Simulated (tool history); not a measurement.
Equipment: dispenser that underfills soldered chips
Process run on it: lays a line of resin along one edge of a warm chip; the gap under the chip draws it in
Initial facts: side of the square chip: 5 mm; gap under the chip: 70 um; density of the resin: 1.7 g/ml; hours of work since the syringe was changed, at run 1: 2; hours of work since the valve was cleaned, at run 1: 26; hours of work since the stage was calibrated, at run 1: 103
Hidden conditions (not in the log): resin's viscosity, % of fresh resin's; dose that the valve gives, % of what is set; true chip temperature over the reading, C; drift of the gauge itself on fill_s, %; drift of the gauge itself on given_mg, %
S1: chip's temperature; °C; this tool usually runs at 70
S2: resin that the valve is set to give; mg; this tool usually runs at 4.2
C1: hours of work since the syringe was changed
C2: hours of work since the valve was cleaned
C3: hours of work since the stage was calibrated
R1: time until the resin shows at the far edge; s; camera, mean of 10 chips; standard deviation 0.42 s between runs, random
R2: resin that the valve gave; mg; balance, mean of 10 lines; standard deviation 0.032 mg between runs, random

Run 1, hour 0: usual settings; C1 2; C2 26; C3 103. Result: R1 29.7 s, R2 4.15 mg.
At hour 5.8: new syringe of resin.
Run 2, hour 13.1: usual settings; C1 5; C2 35; C3 113. Result: R1 33.4 s, R2 4.03 mg.
At hour 14: new syringe of resin.
At hour 21.9: new syringe of resin.
Run 3, hour 25.6: usual settings; C1 3; C2 44; C3 121. Result: R1 31.7 s, R2 4.03 mg.
At hour 31.1: new syringe of resin.
Run 4, hour 37.6: usual settings; C1 5; C2 53; C3 130. Result: R1 34.5 s, R2 4.03 mg.
At hour 40: new syringe of resin.
At hour 47.9: new syringe of resin.
Run 5, hour 48.8: usual settings; C1 1; C2 61; C3 138. Result: R1 29.9 s, R2 4 mg.
At hour 55.4: dispensing valve cleaned and set on the balance.
At hour 57.4: new syringe of resin.
Run 6, hour 63.9: usual settings; C1 5; C2 6; C3 149. Result: R1 34 s, R2 4.16 mg.
At hour 66.5: new syringe of resin.
At hour 74.7: new syringe of resin.
Run 7, hour 76: usual settings but S2 4.17 mg; C1 1; C2 15; C3 157. Result: R1 29.1 s, R2 4.12 mg.
At hour 83.4: new syringe of resin.
Run 8, hour 84.7: usual settings but S2 4.17 mg; C1 1; C2 21; C3 164. Result: R1 29.8 s, R2 4.07 mg.
At hour 91.3: new syringe of resin.
Run 9, hour 95.4: usual settings but S1 56 °C, S2 4.17 mg; C1 3; C2 29; C3 171. Result: R1 67.5 s, R2 4.03 mg.
At hour 99.8: new syringe of resin.
Run 10, hour 104.5: usual settings but S1 79 °C, S2 3.67 mg; C1 3; C2 35; C3 178. Result: R1 20.7 s, R2 3.59 mg.
At hour 108: new syringe of resin.
Run 11, hour 112.2: usual settings but S1 79 °C, S2 3.67 mg; C1 3; C2 41; C3 184. Result: R1 20.9 s, R2 3.47 mg.
At hour 116.4: new syringe of resin.
Run 12, hour 119.8: usual settings but S1 65 °C, S2 4.41 mg; C1 3; C2 46; C3 189. Result: R1 39.9 s, R2 4.23 mg.
At hour 125: new syringe of resin.
Run 13, hour 131: usual settings but S1 75 °C, S2 4.9 mg; C1 5; C2 55; C3 197. Result: R1 25.7 s, R2 4.65 mg.
At hour 133.2: new syringe of resin.
At hour 141.9: new syringe of resin.
Run 14, hour 141.9: usual settings but S1 75 °C, S2 4.9 mg; C1 0; C2 62; C3 205. Result: R1 22.6 s, R2 4.66 mg.
At hour 146.4: dispensing valve cleaned and set on the balance.
At hour 151.1: new syringe of resin.
Run 15, hour 151.5: usual settings but S1 81 °C, S2 5.13 mg; C1 0; C2 4; C3 211. Result: R1 15.5 s, R2 5.12 mg.
At hour 159.8: new syringe of resin.
Run 16, hour 160.2: usual settings but S1 77 °C, S2 3.92 mg; C1 0; C2 10; C3 217. Result: R1 19.8 s, R2 3.88 mg.

Take each entry between the runs: how does the hidden state at the last listed run before it differ from the hidden state at the first listed run after it?
In the gap between runs 1 and 2: new syringe of resin (hour 5.8)
  resin's viscosity, % of fresh resin's: 104.7 -> 116.1; dose that the valve gives, % of what is set: 97.86 -> 97; true chip temperature over the reading, C: 0.42 -> 0.44
  measured value less the no-hidden-state value, R1: +0.8 -> +4.1 s; R2: -0.09 -> -0.12 mg
In the gap between runs 2 and 3: new syringe of resin (hour 14); new syringe of resin (hour 21.9)
  resin's viscosity, % of fresh resin's: 116.1 -> 110.8; dose that the valve gives, % of what is set: 97 -> 96.18; true chip temperature over the reading, C: 0.44 -> 0.47
  measured value less the no-hidden-state value, R1: +4.1 -> +2.6 s; R2: -0.12 -> -0.16 mg
In the gap between runs 3 and 4: new syringe of resin (hour 31.1)
  resin's viscosity, % of fresh resin's: 110.8 -> 118.5; dose that the valve gives, % of what is set: 96.18 -> 95.37; true chip temperature over the reading, C: 0.47 -> 0.49
  measured value less the no-hidden-state value, R1: +2.6 -> +5 s; R2: -0.16 -> -0.19 mg
In the gap between runs 4 and 5: new syringe of resin (hour 40); new syringe of resin (hour 47.9)
  resin's viscosity, % of fresh resin's: 118.5 -> 102; dose that the valve gives, % of what is set: 95.37 -> 94.61; true chip temperature over the reading, C: 0.49 -> 0.52
  measured value less the no-hidden-state value, R1: +5 -> +0.1 s; R2: -0.19 -> -0.23 mg
In the gap between runs 5 and 6: dispensing valve cleaned and set on the balance (hour 55.4); new syringe of resin (hour 57.4)
  resin's viscosity, % of fresh resin's: 102 -> 118.5; dose that the valve gives, % of what is set: 94.61 -> 99.8; true chip temperature over the reading, C: 0.52 -> 0.54
  measured value less the no-hidden-state value, R1: +0.1 -> +4.4 s; R2: -0.23 -> -0.01 mg
In the gap between runs 6 and 7: new syringe of resin (hour 66.5); new syringe of resin (hour 74.7)
  resin's viscosity, % of fresh resin's: 118.5 -> 102.3; dose that the valve gives, % of what is set: 99.8 -> 98.99; true chip temperature over the reading, C: 0.54 -> 0.57
  measured value less the no-hidden-state value, R1: +4.4 -> -0.1 s; R2: -0.01 -> -0.04 mg
In the gap between runs 7 and 8: new syringe of resin (hour 83.4)
  resin's viscosity, % of fresh resin's: 102.3 -> 103.4; dose that the valve gives, % of what is set: 98.99 -> 98.4; true chip temperature over the reading, C: 0.57 -> 0.58
  measured value less the no-hidden-state value, R1: -0.1 -> +0.2 s; R2: -0.04 -> -0.06 mg
In the gap between runs 8 and 9: new syringe of resin (hour 91.3)
  resin's viscosity, % of fresh resin's: 103.4 -> 110; dose that the valve gives, % of what is set: 98.4 -> 97.63; true chip temperature over the reading, C: 0.58 -> 0.6
  measured value less the no-hidden-state value, R1: +0.2 -> +4.3 s; R2: -0.06 -> -0.09 mg
In the gap between runs 9 and 10: new syringe of resin (hour 99.8)
  resin's viscosity, % of fresh resin's: 110 -> 108.2; dose that the valve gives, % of what is set: 97.63 -> 97; true chip temperature over the reading, C: 0.6 -> 0.62
  measured value less the no-hidden-state value, R1: +4.3 -> +1.2 s; R2: -0.09 -> -0.11 mg
In the gap between runs 10 and 11: new syringe of resin (hour 108)
  resin's viscosity, % of fresh resin's: 108.2 -> 111.8; dose that the valve gives, % of what is set: 97 -> 96.48; true chip temperature over the reading, C: 0.62 -> 0.64
  measured value less the no-hidden-state value, R1: +1.2 -> +1.9 s; R2: -0.11 -> -0.13 mg
In the gap between runs 11 and 12: new syringe of resin (hour 116.4)
  resin's viscosity, % of fresh resin's: 111.8 -> 107.6; dose that the valve gives, % of what is set: 96.48 -> 95.96; true chip temperature over the reading, C: 0.64 -> 0.65
  measured value less the no-hidden-state value, R1: +1.9 -> +1.7 s; R2: -0.13 -> -0.18 mg
In the gap between runs 12 and 13: new syringe of resin (hour 125)
  resin's viscosity, % of fresh resin's: 107.6 -> 118.2; dose that the valve gives, % of what is set: 95.96 -> 95.22; true chip temperature over the reading, C: 0.65 -> 0.67
  measured value less the no-hidden-state value, R1: +1.7 -> +3.3 s; R2: -0.18 -> -0.23 mg
In the gap between runs 13 and 14: new syringe of resin (hour 133.2); new syringe of resin (hour 141.9)
  resin's viscosity, % of fresh resin's: 118.2 -> 100.3; dose that the valve gives, % of what is set: 95.22 -> 94.54; true chip temperature over the reading, C: 0.67 -> 0.7
  measured value less the no-hidden-state value, R1: +3.3 -> -0.6 s; R2: -0.23 -> -0.26 mg
In the gap between runs 14 and 15: dispensing valve cleaned and set on the balance (hour 146.4); new syringe of resin (hour 151.1)
  resin's viscosity, % of fresh resin's: 100.3 -> 101.5; dose that the valve gives, % of what is set: 94.54 -> 99.6; true chip temperature over the reading, C: 0.7 -> 0.71
  measured value less the no-hidden-state value, R1: -0.6 -> -0.4 s; R2: -0.26 -> -0.02 mg
In the gap between runs 15 and 16: new syringe of resin (hour 159.8)
  resin's viscosity, % of fresh resin's: 101.5 -> 101.2; dose that the valve gives, % of what is set: 99.6 -> 99.04; true chip temperature over the reading, C: 0.71 -> 0.73
  measured value less the no-hidden-state value, R1: -0.4 -> -0.5 s; R2: -0.02 -> -0.03 mg
